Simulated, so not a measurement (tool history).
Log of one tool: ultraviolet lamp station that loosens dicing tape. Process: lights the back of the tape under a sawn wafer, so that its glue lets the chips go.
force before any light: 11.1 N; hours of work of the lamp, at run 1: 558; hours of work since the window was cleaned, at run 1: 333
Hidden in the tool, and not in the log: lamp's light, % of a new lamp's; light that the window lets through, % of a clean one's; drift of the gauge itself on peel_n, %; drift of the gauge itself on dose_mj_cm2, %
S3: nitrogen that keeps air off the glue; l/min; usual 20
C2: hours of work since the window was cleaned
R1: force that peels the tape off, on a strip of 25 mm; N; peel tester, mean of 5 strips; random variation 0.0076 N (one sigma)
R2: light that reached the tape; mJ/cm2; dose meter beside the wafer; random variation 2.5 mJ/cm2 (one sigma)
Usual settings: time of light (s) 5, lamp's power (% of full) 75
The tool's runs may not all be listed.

{"run": 1, "day": 0.0, "time of light (s)": 5, "lamp's power (% of full)": 75, "S3": 20, "hours of work of the lamp": 558, "C2": 333, "R1": 0.304, "R2": 304}
{"run": 2, "day": 3.154, "time of light (s)": 5, "lamp's power (% of full)": 75, "S3": 20, "hours of work of the lamp": 604, "C2": 379, "R1": 0.291, "R2": 306}
{"run": 3, "day": 4.471, "time of light (s)": 5, "lamp's power (% of full)": 75, "S3": 20, "hours of work of the lamp": 623, "C2": 398, "R1": 0.297, "R2": 303}
{"run": 4, "day": 7.296, "time of light (s)": 5, "lamp's power (% of full)": 75, "S3": 20, "hours of work of the lamp": 665, "C2": 439, "R1": 0.286, "R2": 302}
{"day": 8.092, "done": "window cleaned of glue's vapour"}
{"day": 9.096, "done": "lamp changed"}
{"run": 5, "day": 9.862, "time of light (s)": 5, "lamp's power (% of full)": 75, "S3": 20, "hours of work of the lamp": 11, "C2": 25, "R1": 0.278, "R2": 301}
{"run": 6, "day": 11.975, "time of light (s)": 5, "lamp's power (% of full)": 75, "S3": 20, "hours of work of the lamp": 42, "C2": 56, "R1": 0.286, "R2": 306}
{"run": 7, "day": 13.496, "time of light (s)": 5, "lamp's power (% of full)": 82, "S3": 20, "hours of work of the lamp": 64, "C2": 78, "R1": 0.252, "R2": 334}
{"run": 8, "day": 14.788, "time of light (s)": 5, "lamp's power (% of full)": 75, "S3": 20, "hours of work of the lamp": 83, "C2": 97, "R1": 0.289, "R2": 308}
{"run": 9, "day": 16.458, "time of light (s)": 5, "lamp's power (% of full)": 75, "S3": 20, "hours of work of the lamp": 107, "C2": 122, "R1": 0.294, "R2": 301}
{"run": 10, "day": 18.333, "time of light (s)": 5, "lamp's power (% of full)": 75, "S3": 20, "hours of work of the lamp": 135, "C2": 149, "R1": 0.293, "R2": 303}
{"run": 11, "day": 19.921, "time of light (s)": 5, "lamp's power (% of full)": 75, "S3": 8, "hours of work of the lamp": 158, "C2": 172, "R1": 0.619, "R2": 301}
{"run": 12, "day": 21.946, "time of light (s)": 5, "lamp's power (% of full)": 75, "S3": 20, "hours of work of the lamp": 188, "C2": 202, "R1": 0.294, "R2": 306}
{"run": 13, "day": 24.796, "time of light (s)": 5, "lamp's power (% of full)": 75, "S3": 20, "hours of work of the lamp": 229, "C2": 243, "R1": 0.287, "R2": 306}
{"run": 14, "day": 26.104, "time of light (s)": 5, "lamp's power (% of full)": 75, "S3": 20, "hours of work of the lamp": 248, "C2": 262, "R1": 0.286, "R2": 302}
{"run": 15, "day": 29.033, "time of light (s)": 5, "lamp's power (% of full)": 75, "S3": 20, "hours of work of the lamp": 291, "C2": 305, "R1": 0.275, "R2": 303}
{"run": 16, "day": 30.583, "time of light (s)": 5, "lamp's power (% of full)": 75, "S3": 8, "hours of work of the lamp": 314, "C2": 328, "R1": 0.643, "R2": 309}
{"run": 17, "day": 33.762, "time of light (s)": 5, "lamp's power (% of full)": 75, "S3": 20, "hours of work of the lamp": 360, "C2": 374, "R1": 0.286, "R2": 300}
{"run": 18, "day": 35.579, "time of light (s)": 5, "lamp's power (% of full)": 75, "S3": 20, "hours of work of the lamp": 387, "C2": 401, "R1": 0.287, "R2": 304}
{"run": 19, "day": 38.375, "time of light (s)": 5, "lamp's power (% of full)": 75, "S3": 20, "hours of work of the lamp": 427, "C2": 441, "R1": 0.292, "R2": 302}
{"day": 38.817, "done": "window cleaned of glue's vapour"}
{"run": 20, "day": 40.1, "time of light (s)": 5, "lamp's power (% of full)": 75, "S3": 20, "hours of work of the lamp": 452, "C2": 19, "R1": 0.297, "R2": 300}
{"run": 21, "day": 41.962, "time of light (s)": 5, "lamp's power (% of full)": 75, "S3": 20, "hours of work of the lamp": 479, "C2": 46, "R1": 0.286, "R2": 299}

Forecast run 22:
{"run": 22, "day": 44.65, "time of light (s)": 5, "lamp's power (% of full)": 91, "S3": 20, "hours of work of the lamp": 519, "C2": 85, "R1": "?", "R2": "?"}

{"run 22": {"R1": 0.205, "R2": 367}}
Without the tool's hidden state the same run would have given R1 0.204 N, R2 368 mJ/cm2.

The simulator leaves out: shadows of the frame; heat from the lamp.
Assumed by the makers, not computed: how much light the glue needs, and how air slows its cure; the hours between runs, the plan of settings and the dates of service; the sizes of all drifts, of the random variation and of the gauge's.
